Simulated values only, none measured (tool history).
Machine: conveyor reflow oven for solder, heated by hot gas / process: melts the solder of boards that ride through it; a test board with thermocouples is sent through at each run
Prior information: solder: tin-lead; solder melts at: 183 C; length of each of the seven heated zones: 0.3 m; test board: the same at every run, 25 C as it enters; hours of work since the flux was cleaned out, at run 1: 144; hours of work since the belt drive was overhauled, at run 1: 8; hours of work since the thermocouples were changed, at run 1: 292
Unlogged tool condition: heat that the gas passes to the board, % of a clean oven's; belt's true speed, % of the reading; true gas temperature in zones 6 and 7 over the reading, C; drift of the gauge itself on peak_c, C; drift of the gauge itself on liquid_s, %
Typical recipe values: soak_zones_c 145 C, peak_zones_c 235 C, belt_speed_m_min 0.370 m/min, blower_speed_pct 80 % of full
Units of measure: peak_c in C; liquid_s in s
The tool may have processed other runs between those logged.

run,day,soak_zones_c,peak_zones_c,belt_speed_m_min,blower_speed_pct,hours of work since the flux was cleaned out,hours of work since the belt drive was overhauled,hours of work since the thermocouples were changed,peak_c,liquid_s
1,0.000,145,235,0.370,80,144,8,292,222.4,80.9
2,2.971,145,235,0.370,80,183,47,332,222.2,80.5
3,5.704,145,235,0.370,80,219,83,368,222.1,80.6
4,8.804,145,235,0.370,80,260,124,409,221.8,80.5
5,11.979,145,235,0.370,80,302,166,451,221.5,80.4
# day 12.912: flux residue cleaned out of gas plates and filters
6,13.808,145,235,0.370,80,12,188,472,223.4,82.2
7,17.238,150,235,0.370,80,57,233,517,224.1,85.0
8,20.371,150,235,0.370,80,98,274,559,223.8,85.0
# day 22.596: thermocouples of zones 6 and 7 changed
9,22.938,150,235,0.370,80,131,307,5,222.8,84.3
10,24.929,145,235,0.341,80,158,333,31,223.9,89.9
11,28.492,145,235,0.341,80,205,380,78,224.2,90.0
12,32.279,151,235,0.370,80,255,430,128,222.1,84.3
13,35.171,145,235,0.370,80,293,469,166,221.7,80.4
# day 36.779: flux residue cleaned out of gas plates and filters
14,36.967,152,235,0.370,80,2,490,187,224.4,86.6
# day 37.462: belt drive overhauled, speed set with a stopwatch
15,40.100,152,235,0.370,80,42,35,226,224.0,86.7
16,43.892,152,235,0.370,80,92,85,276,224.1,86.6
17,46.967,145,235,0.370,51,132,125,317,213.7,71.3
# day 49.004: belt drive overhauled, speed set with a stopwatch, once more
18,49.004,145,240,0.370,80,157,0,341,226.8,84.3
19,51.850,134,235,0.370,80,195,38,379,220.6,74.7
20,54.521,134,231,0.370,80,230,73,414,217.1,71.2
21,57.179,145,235,0.370,84,265,108,449,223.0,81.4
22,60.450,145,235,0.370,84,308,151,493,222.7,81.0
# day 60.829: flux residue cleaned out of gas plates and filters
23,62.483,145,235,0.316,84,22,175,517,228.5,101.0
24,65.704,156,227,0.323,87,64,218,559,221.9,100.4
25,67.450,156,234,0.405,87,87,241,582,223.5,80.0
# day 67.854: thermocouples of zones 6 and 7 changed
26,70.517,132,235,0.321,80,127,280,35,223.7,89.5
27,72.292,145,228,0.321,71,150,304,59,216.7,89.0
28,74.262,146,228,0.382,71,176,330,85,212.5,69.3
29,77.054,139,235,0.382,80,213,367,121,219.3,73.4
30,79.471,145,227,0.320,80,245,398,153,217.2,90.4

Pick out some run-to-run changes in peak_c. Of each, how much would a tool without hidden state show as well, from the settings, what came in and chance, and how much is left for the hidden state and any gauge scatter not in both results compared?
Run 5 -> 6: flux residue cleaned out of gas plates and filters. peak_c +1.9 C: hidden state +1.9, all else +0.0.
Run 16 -> 17: soak_zones_c 152 -> 145, blower_speed_pct 80 -> 51. peak_c -10.4 C: hidden state +0.0, all else -10.4.
Run 17 -> 18: peak_zones_c 235 -> 240, blower_speed_pct 51 -> 80, belt drive overhauled, speed set with a stopwatch, once more. peak_c +13.1 C: hidden state -0.6, all else +13.7.
Run 22 -> 23: belt_speed_m_min 0.370 -> 0.316, flux residue cleaned out of gas plates and filters. peak_c +5.8 C: hidden state +1.9, all else +3.9.
Run 25 -> 26: soak_zones_c 156 -> 132, peak_zones_c 234 -> 235, belt_speed_m_min 0.405 -> 0.321, blower_speed_pct 87 -> 80, thermocouples of zones 6 and 7 changed. peak_c +0.2 C: hidden state -2.0, all else +2.2.
Run 26 -> 27: soak_zones_c 132 -> 145, peak_zones_c 235 -> 228, blower_speed_pct 80 -> 71. peak_c -7.0 C: hidden state +0.1, all else -7.1.
